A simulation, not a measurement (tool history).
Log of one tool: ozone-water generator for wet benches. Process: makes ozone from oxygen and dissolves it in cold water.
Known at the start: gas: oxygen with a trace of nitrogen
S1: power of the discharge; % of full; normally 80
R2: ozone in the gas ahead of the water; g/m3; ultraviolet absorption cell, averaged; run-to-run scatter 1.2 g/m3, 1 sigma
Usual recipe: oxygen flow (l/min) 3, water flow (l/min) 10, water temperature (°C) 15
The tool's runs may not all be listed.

Run 1, hour 0: usual settings. Result: dissolved ozone (ppm) 22.6, R2 209.1 g/m3.
Run 2, hour 47.1: usual settings. Result: dissolved ozone (ppm) 22.3, R2 208.2 g/m3.
Run 3, hour 97.2: usual settings but water temperature (°C) 9. Result: dissolved ozone (ppm) 24.3, R2 210.7 g/m3.
Run 4, hour 149.6: usual settings but water temperature (°C) 9. Result: dissolved ozone (ppm) 24.6, R2 211.1 g/m3.
Run 5, hour 206.8: usual settings but water temperature (°C) 9. Result: dissolved ozone (ppm) 24.4, R2 209.6 g/m3.
Run 6, hour 274.6: usual settings but water temperature (°C) 9. Result: dissolved ozone (ppm) 24.2, R2 210 g/m3.
Run 7, hour 329: usual settings but water temperature (°C) 9. Result: dissolved ozone (ppm) 24.6, R2 209.4 g/m3.
Run 8, hour 387.4: usual settings but water temperature (°C) 16. Result: dissolved ozone (ppm) 22, R2 210.6 g/m3.
Run 9, hour 434.2: usual settings but water temperature (°C) 16. Result: dissolved ozone (ppm) 22.1, R2 212.4 g/m3.
Run 10, hour 481.1: usual settings but water temperature (°C) 16. Result: dissolved ozone (ppm) 22.1, R2 209.4 g/m3.
Run 11, hour 529.7: usual settings but oxygen flow (l/min) 3.07, water temperature (°C) 16. Result: dissolved ozone (ppm) 21.9, R2 210.6 g/m3.
Run 12, hour 579.4: usual settings but oxygen flow (l/min) 3.07, water temperature (°C) 16. Result: dissolved ozone (ppm) 22, R2 210.1 g/m3.
At hour 588.4: contactor cleaned.
Run 13, hour 643.3: usual settings but water flow (l/min) 12. Result: dissolved ozone (ppm) 19.1, R2 211.7 g/m3.
Run 14, hour 701.1: usual settings. Result: dissolved ozone (ppm) 22.4, R2 213.2 g/m3.
Run 15, hour 744.5: usual settings but S1 82 % of full. Result: dissolved ozone (ppm) 22.7, R2 218.1 g/m3.
Run 16, hour 804.2: usual settings but S1 55 % of full. Result: dissolved ozone (ppm) 17.6, R2 169.6 g/m3.
Run 17, hour 840.6: usual settings but water flow (l/min) 7. Result: dissolved ozone (ppm) 28.6, R2 213.9 g/m3.
Run 18, hour 891.5: usual settings but S1 71 % of full, oxygen flow (l/min) 4.02, water flow (l/min) 6, water temperature (°C) 13. Result: dissolved ozone (ppm) 28, R2 164.7 g/m3.
Run 19, hour 921.8: usual settings but S1 71 % of full, oxygen flow (l/min) 2.82, water flow (l/min) 6, water temperature (°C) 22. Result: dissolved ozone (ppm) 26.4, R2 206.9 g/m3.
At hour 933.2: gauge calibrated.
Run 20, hour 962.3: usual settings but water temperature (°C) 23. Result: dissolved ozone (ppm) 19.9, R2 210.6 g/m3.
Run 21, hour 1020.9: usual settings but water flow (l/min) 16, water temperature (°C) 16. Result: dissolved ozone (ppm) 15, R2 212.1 g/m3.
Run 22, hour 1072: usual settings but water flow (l/min) 16, water temperature (°C) 16. Result: dissolved ozone (ppm) 15.1, R2 211.6 g/m3.
Run 23, hour 1107.1: usual settings but water flow (l/min) 16, water temperature (°C) 16. Result: dissolved ozone (ppm) 15.1, R2 210.6 g/m3.
Run 24, hour 1171.9: usual settings but oxygen flow (l/min) 3.14, water flow (l/min) 14. Result: dissolved ozone (ppm) 17.1, R2 203.6 g/m3.
Run 25, hour 1227.9: usual settings but S1 42 % of full, oxygen flow (l/min) 2.2, water flow (l/min) 14, water temperature (°C) 8. Result: dissolved ozone (ppm) 12.2, R2 174 g/m3.
Run 26, hour 1265: usual settings but S1 42 % of full, oxygen flow (l/min) 2.2, water flow (l/min) 14, water temperature (°C) 8. Result: dissolved ozone (ppm) 12.6, R2 174 g/m3.
Run 27, hour 1312.5: usual settings but S1 46 % of full, oxygen flow (l/min) 4.44, water flow (l/min) 8, water temperature (°C) 12. Result: dissolved ozone (ppm) 18, R2 114.1 g/m3.
Run 28, hour 1344.9: usual settings but S1 46 % of full, oxygen flow (l/min) 4.44, water flow (l/min) 8, water temperature (°C) 12. Result: dissolved ozone (ppm) 17.8, R2 113.9 g/m3.
Run 29, hour 1388.1: usual settings but oxygen flow (l/min) 1.91, water temperature (°C) 19. Result: dissolved ozone (ppm) 22.2, R2 287.4 g/m3.
Run 30, hour 1456.7: usual settings but oxygen flow (l/min) 3.17, water temperature (°C) 18. Result: dissolved ozone (ppm) 21.2, R2 204.8 g/m3.
Run 31, hour 1502.2: usual settings but S1 71 % of full, oxygen flow (l/min) 2.83, water flow (l/min) 6, water temperature (°C) 12. Result: dissolved ozone (ppm) 31.1, R2 204.5 g/m3.
Run 32, hour 1533.8: usual settings but oxygen flow (l/min) 2.77, water temperature (°C) 10. Result: dissolved ozone (ppm) 24.1, R2 225.4 g/m3.
Run 33, hour 1598.6: usual settings but oxygen flow (l/min) 2.92, water flow (l/min) 8, water temperature (°C) 10. Result: dissolved ozone (ppm) 28.4, R2 219.7 g/m3.

Run by run, hidden condition taken away, random variation retained:
The tool's hidden condition here consists of: yield of the discharge, % of new electrodes'; contactor's efficiency, % of a clean one's; true water temperature over the reading, C; drift of the gauge itself on ozone_ppm, %; drift of the gauge itself on gas_g_m3, %.
run     R2
  1  209.2
  2    208
  3  210.2
  4  210.3
  5  208.4
  6  208.4
  7  207.4
  8  208.3
  9  209.7
 10  206.4
 11  207.3
 12  206.5
 13  207.7
 14  208.8
 15  213.3
 16  165.6
 17  208.6
 18  160.4
 19  201.3
 20  210.6
 21  211.8
 22  210.9
 23  209.6
 24  202.3
 25  172.5
 26  172.3
 27  112.8
 28  112.5
 29  283.7
 30  201.8
 31  201.1
 32  221.5
 33  215.5
For dissolved ozone (ppm), the value without the hidden state is never more than 0.1 from the measured value.
